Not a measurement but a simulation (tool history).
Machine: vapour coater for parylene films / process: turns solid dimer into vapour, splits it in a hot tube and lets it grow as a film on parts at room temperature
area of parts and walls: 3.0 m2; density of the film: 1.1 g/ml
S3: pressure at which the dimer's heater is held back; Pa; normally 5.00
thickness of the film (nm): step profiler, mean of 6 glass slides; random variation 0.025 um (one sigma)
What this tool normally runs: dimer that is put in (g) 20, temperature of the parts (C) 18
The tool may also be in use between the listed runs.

run 1 hour=0.0 | dimer_that_is_put_in_(g)=20 temperature_of_the_parts_(C)=18 S3=5.00 | thickness_of_the_film_(nm)=4550
run 2 hour=19.8 | dimer_that_is_put_in_(g)=20 temperature_of_the_parts_(C)=18 S3=5.00 | thickness_of_the_film_(nm)=4570
run 3 hour=41.0 | dimer_that_is_put_in_(g)=20 temperature_of_the_parts_(C)=18 S3=5.00 | thickness_of_the_film_(nm)=4610
run 4 hour=58.9 | dimer_that_is_put_in_(g)=20 temperature_of_the_parts_(C)=16 S3=5.00 | thickness_of_the_film_(nm)=4970
run 5 hour=80.5 | dimer_that_is_put_in_(g)=13 temperature_of_the_parts_(C)=16 S3=5.00 | thickness_of_the_film_(nm)=3220
run 6 hour=106.8 | dimer_that_is_put_in_(g)=13 temperature_of_the_parts_(C)=16 S3=5.00 | thickness_of_the_film_(nm)=3240
run 7 hour=133.2 | dimer_that_is_put_in_(g)=13 temperature_of_the_parts_(C)=16 S3=5.00 | thickness_of_the_film_(nm)=3200
run 8 hour=156.0 | dimer_that_is_put_in_(g)=20 temperature_of_the_parts_(C)=18 S3=5.00 | thickness_of_the_film_(nm)=4520
run 9 hour=187.0 | dimer_that_is_put_in_(g)=20 temperature_of_the_parts_(C)=18 S3=5.00 | thickness_of_the_film_(nm)=4570
run 10 hour=208.2 | dimer_that_is_put_in_(g)=20 temperature_of_the_parts_(C)=18 S3=5.00 | thickness_of_the_film_(nm)=4570
run 11 hour=234.5 | dimer_that_is_put_in_(g)=30 temperature_of_the_parts_(C)=18 S3=5.00 | thickness_of_the_film_(nm)=6870
run 12 hour=249.2 | dimer_that_is_put_in_(g)=30 temperature_of_the_parts_(C)=18 S3=5.00 | thickness_of_the_film_(nm)=6860
run 13 hour=275.8 | dimer_that_is_put_in_(g)=30 temperature_of_the_parts_(C)=18 S3=5.00 | thickness_of_the_film_(nm)=6830
run 14 hour=290.6 | dimer_that_is_put_in_(g)=20 temperature_of_the_parts_(C)=18 S3=5.00 | thickness_of_the_film_(nm)=4550
run 15 hour=322.4 | dimer_that_is_put_in_(g)=20 temperature_of_the_parts_(C)=18 S3=5.00 | thickness_of_the_film_(nm)=4610
run 16 hour=345.5 | dimer_that_is_put_in_(g)=20 temperature_of_the_parts_(C)=18 S3=5.00 | thickness_of_the_film_(nm)=4580
run 17 hour=359.7 | dimer_that_is_put_in_(g)=20 temperature_of_the_parts_(C)=18 S3=5.00 | thickness_of_the_film_(nm)=4560
run 18 hour=375.1 | dimer_that_is_put_in_(g)=20 temperature_of_the_parts_(C)=18 S3=5.00 | thickness_of_the_film_(nm)=4560
-- hour=405.4 trap's valve overhauled
run 19 hour=405.4 | dimer_that_is_put_in_(g)=20 temperature_of_the_parts_(C)=18 S3=5.00 | thickness_of_the_film_(nm)=4590
run 20 hour=437.1 | dimer_that_is_put_in_(g)=20 temperature_of_the_parts_(C)=18 S3=5.00 | thickness_of_the_film_(nm)=4580
run 21 hour=458.2 | dimer_that_is_put_in_(g)=20 temperature_of_the_parts_(C)=18 S3=5.00 | thickness_of_the_film_(nm)=4590
run 22 hour=484.7 | dimer_that_is_put_in_(g)=20 temperature_of_the_parts_(C)=18 S3=5.00 | thickness_of_the_film_(nm)=4560
run 23 hour=514.9 | dimer_that_is_put_in_(g)=28 temperature_of_the_parts_(C)=18 S3=5.00 | thickness_of_the_film_(nm)=6440
run 24 hour=537.9 | dimer_that_is_put_in_(g)=20 temperature_of_the_parts_(C)=18 S3=5.00 | thickness_of_the_film_(nm)=4590
run 25 hour=566.3 | dimer_that_is_put_in_(g)=8 temperature_of_the_parts_(C)=23 S3=5.00 | thickness_of_the_film_(nm)=1490
run 26 hour=591.4 | dimer_that_is_put_in_(g)=8 temperature_of_the_parts_(C)=23 S3=5.00 | thickness_of_the_film_(nm)=1500
run 27 hour=607.9 | dimer_that_is_put_in_(g)=20 temperature_of_the_parts_(C)=18 S3=7.34 | thickness_of_the_film_(nm)=4460
run 28 hour=633.7 | dimer_that_is_put_in_(g)=20 temperature_of_the_parts_(C)=18 S3=7.34 | thickness_of_the_film_(nm)=4480
run 29 hour=651.3 | dimer_that_is_put_in_(g)=20 temperature_of_the_parts_(C)=18 S3=7.34 | thickness_of_the_film_(nm)=4450
run 30 hour=668.0 | dimer_that_is_put_in_(g)=20 temperature_of_the_parts_(C)=18 S3=5.00 | thickness_of_the_film_(nm)=4560
run 31 hour=700.1 | dimer_that_is_put_in_(g)=15 temperature_of_the_parts_(C)=28 S3=6.60 | thickness_of_the_film_(nm)=2230
run 32 hour=725.0 | dimer_that_is_put_in_(g)=18 temperature_of_the_parts_(C)=29 S3=11.63 | thickness_of_the_film_(nm)=2520
run 33 hour=750.1 | dimer_that_is_put_in_(g)=29 temperature_of_the_parts_(C)=18 S3=2.83 | thickness_of_the_film_(nm)=6880
run 34 hour=774.2 | dimer_that_is_put_in_(g)=14 temperature_of_the_parts_(C)=18 S3=2.83 | thickness_of_the_film_(nm)=3310
run 35 hour=799.9 | dimer_that_is_put_in_(g)=14 temperature_of_the_parts_(C)=18 S3=2.83 | thickness_of_the_film_(nm)=3300
run 36 hour=824.0 | dimer_that_is_put_in_(g)=19 temperature_of_the_parts_(C)=15 S3=2.75 | thickness_of_the_film_(nm)=5100
run 37 hour=844.7 | dimer_that_is_put_in_(g)=19 temperature_of_the_parts_(C)=22 S3=4.20 | thickness_of_the_film_(nm)=3760
run 38 hour=861.7 | dimer_that_is_put_in_(g)=20 temperature_of_the_parts_(C)=18 S3=10.09 | thickness_of_the_film_(nm)=4380
run 39 hour=883.3 | dimer_that_is_put_in_(g)=20 temperature_of_the_parts_(C)=18 S3=5.00 | thickness_of_the_film_(nm)=4580
run 40 hour=903.0 | dimer_that_is_put_in_(g)=20 temperature_of_the_parts_(C)=18 S3=5.00 | thickness_of_the_film_(nm)=4590
run 41 hour=922.5 | dimer_that_is_put_in_(g)=20 temperature_of_the_parts_(C)=18 S3=5.00 | thickness_of_the_film_(nm)=4600
run 42 hour=948.0 | dimer_that_is_put_in_(g)=20 temperature_of_the_parts_(C)=18 S3=5.00 | thickness_of_the_film_(nm)=4570
run 43 hour=972.1 | dimer_that_is_put_in_(g)=20 temperature_of_the_parts_(C)=16 S3=7.08 | thickness_of_the_film_(nm)=4840
run 44 hour=1004.1 | dimer_that_is_put_in_(g)=20 temperature_of_the_parts_(C)=16 S3=7.08 | thickness_of_the_film_(nm)=4890
run 45 hour=1026.4 | dimer_that_is_put_in_(g)=20 temperature_of_the_parts_(C)=12 S3=3.08 | thickness_of_the_film_(nm)=5890
run 46 hour=1040.4 | dimer_that_is_put_in_(g)=15 temperature_of_the_parts_(C)=18 S3=6.05 | thickness_of_the_film_(nm)=3380
run 47 hour=1060.0 | dimer_that_is_put_in_(g)=15 temperature_of_the_parts_(C)=18 S3=6.05 | thickness_of_the_film_(nm)=3390

Alternative continuations, all from the tool just after run 47; predict every row:
run A hour=1081.1 | dimer_that_is_put_in_(g)=20 temperature_of_the_parts_(C)=24 S3=4.58 | thickness_of_the_film_(nm)=?
run B hour=1081.1 | dimer_that_is_put_in_(g)=16 temperature_of_the_parts_(C)=10 S3=6.59 | thickness_of_the_film_(nm)=?
run C hour=1081.1 | dimer_that_is_put_in_(g)=20 temperature_of_the_parts_(C)=18 S3=11.10 | thickness_of_the_film_(nm)=?
run D hour=1081.1 | dimer_that_is_put_in_(g)=19 temperature_of_the_parts_(C)=18 S3=6.05 | thickness_of_the_film_(nm)=?

run=A thickness_of_the_film_(nm)=3610
run=B thickness_of_the_film_(nm)=4700
run=C thickness_of_the_film_(nm)=4400
run=D thickness_of_the_film_(nm)=4280
The same runs, with their run-to-run variation unchanged, on a tool lacking any hidden condition would have given:
run=A thickness_of_the_film_(nm)=3620
run=B thickness_of_the_film_(nm)=4720
run=C thickness_of_the_film_(nm)=4410
run=D thickness_of_the_film_(nm)=4290
